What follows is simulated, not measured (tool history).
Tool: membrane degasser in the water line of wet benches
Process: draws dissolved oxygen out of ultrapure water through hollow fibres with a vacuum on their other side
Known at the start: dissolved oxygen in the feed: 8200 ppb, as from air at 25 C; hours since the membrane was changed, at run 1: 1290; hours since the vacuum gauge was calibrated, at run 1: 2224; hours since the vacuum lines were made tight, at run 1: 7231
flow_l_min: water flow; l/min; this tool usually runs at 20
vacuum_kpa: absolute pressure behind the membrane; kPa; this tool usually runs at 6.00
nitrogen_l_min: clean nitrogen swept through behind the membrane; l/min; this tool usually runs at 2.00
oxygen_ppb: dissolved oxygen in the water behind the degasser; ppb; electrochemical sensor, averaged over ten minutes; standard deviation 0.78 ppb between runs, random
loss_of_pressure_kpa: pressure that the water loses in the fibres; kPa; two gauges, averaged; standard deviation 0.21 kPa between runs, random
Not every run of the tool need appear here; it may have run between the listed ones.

run	hour	flow_l_min	vacuum_kpa	nitrogen_l_min	hours since the membrane was changed	hours since the vacuum gauge was calibrated	hours since the vacuum lines were made tight	oxygen_ppb	loss_of_pressure_kpa
1	0.0	20	6.00	2.00	1290	2224	7231	73.4	50.14
2	124.8	20	6.00	3.26	1415	2349	7356	49.1	50.40
3	234.1	20	6.00	2.00	1524	2458	7465	72.8	50.57
4	357.2	20	6.00	2.00	1648	2581	7588	73.6	49.86
5	455.9	20	6.00	1.36	1746	2680	7687	101.1	50.31
6	612.7	20	5.07	2.00	1903	2836	7844	52.4	50.45
7	721.1	20	5.07	2.00	2011	2945	7952	50.8	50.34
8	928.6	20	6.00	2.00	2219	3152	8160	73.9	49.78
9	1040.2	20	6.00	2.00	2331	3264	8271	73.2	50.37
10	1250.9	20	6.00	2.00	2541	3475	8482	75.7	50.68
# hour 1267.3: vacuum gauge calibrated
11	1346.9	20	6.00	2.00	2637	80	8577	76.3	50.49
12	1562.8	20	6.00	2.00	2853	295	8793	75.2	50.54
13	1658.5	20	6.00	2.00	2948	391	8889	74.7	50.64
14	1840.7	20	6.00	2.00	3131	573	9071	74.9	50.43
15	2061.7	20	6.00	2.00	3352	794	9292	74.3	50.51
16	2166.1	20	6.00	2.00	3456	899	9397	75.6	50.91

What does the tool deliver on the next run?
17	2396.8	20	6.00	3.00	3687	1129	9627	?	?

oxygen_ppb: 53.4 ppb
loss_of_pressure_kpa: 50.64 kPa
On a tool with no hidden condition, and with the same random variation, this run would have come out at oxygen_ppb 50.3 ppb, loss_of_pressure_kpa 50.07 kPa.

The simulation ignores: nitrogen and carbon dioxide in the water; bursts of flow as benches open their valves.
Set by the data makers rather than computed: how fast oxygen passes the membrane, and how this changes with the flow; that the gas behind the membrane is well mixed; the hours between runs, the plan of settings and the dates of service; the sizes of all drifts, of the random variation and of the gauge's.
